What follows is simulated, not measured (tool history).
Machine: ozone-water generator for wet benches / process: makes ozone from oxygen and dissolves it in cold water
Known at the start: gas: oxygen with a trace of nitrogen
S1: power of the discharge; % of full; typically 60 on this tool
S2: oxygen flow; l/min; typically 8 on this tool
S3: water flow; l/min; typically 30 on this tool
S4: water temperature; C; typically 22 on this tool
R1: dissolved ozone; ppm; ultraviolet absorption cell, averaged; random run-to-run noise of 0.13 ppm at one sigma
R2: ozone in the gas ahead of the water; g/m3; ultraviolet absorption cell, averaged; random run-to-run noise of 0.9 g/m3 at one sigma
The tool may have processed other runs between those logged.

run	hour	S1	S2	S3	S4	R1	R2
1	0	60	8	30	22	14.3	149.5
2	141	60	8	30	19	14.4	148.3
3	342.7	60	4.16	30	19	13.2	203.8
4	483.7	57	8	30	22	13.3	144.4
5	598.7	60	8	30	22	13.5	147.2
6	802.8	60	8	30	22	13.6	145.4
7	976.5	60	8	30	22	13.3	145.8
# hour 1086.5: water thermometer calibrated
8	1116.1	60	8	30	19	13.9	143.9
9	1311.2	60	5.35	30	19	13.3	176.8
10	1497.2	60	5.35	30	19	13.3	175.6
11	1691.3	60	5.35	30	19	13.3	176
12	1837.4	60	10.45	30	22	13	124.7
13	2038.8	60	10.45	30	22	13.1	125.2
14	2142.2	60	10.45	30	22	13	123.8
15	2232.8	60	10.45	30	22	12.9	124.9
16	2347.1	84	8	34	23	13.3	166.5
17	2511.2	60	8	30	24	12.3	140.5
18	2650	60	8	30	24	12.3	139.5
19	2747.8	97	8	30	22	15.5	175.3
20	2850.1	60	5.57	20	16	19.3	167.7
21	2999.6	60	9.26	20	19	18	129.2
22	3131.1	60	9.26	20	19	18.2	129.1
23	3285.6	76	6.54	23	26	15.8	170.3
24	3413.3	67	8	30	22	12.7	145.8
25	3548.3	67	8	30	22	13	145
26	3669.5	67	5.65	30	22	12.6	171

What does the tool deliver on the next run?
27	3800.3	60	8.74	30	22	?	?

R1: 12.1 ppm
R2: 133.3 g/m3
If the tool had no hidden condition, the same run with the same run-to-run variation would have returned R1 14 ppm, R2 145.6 g/m3.
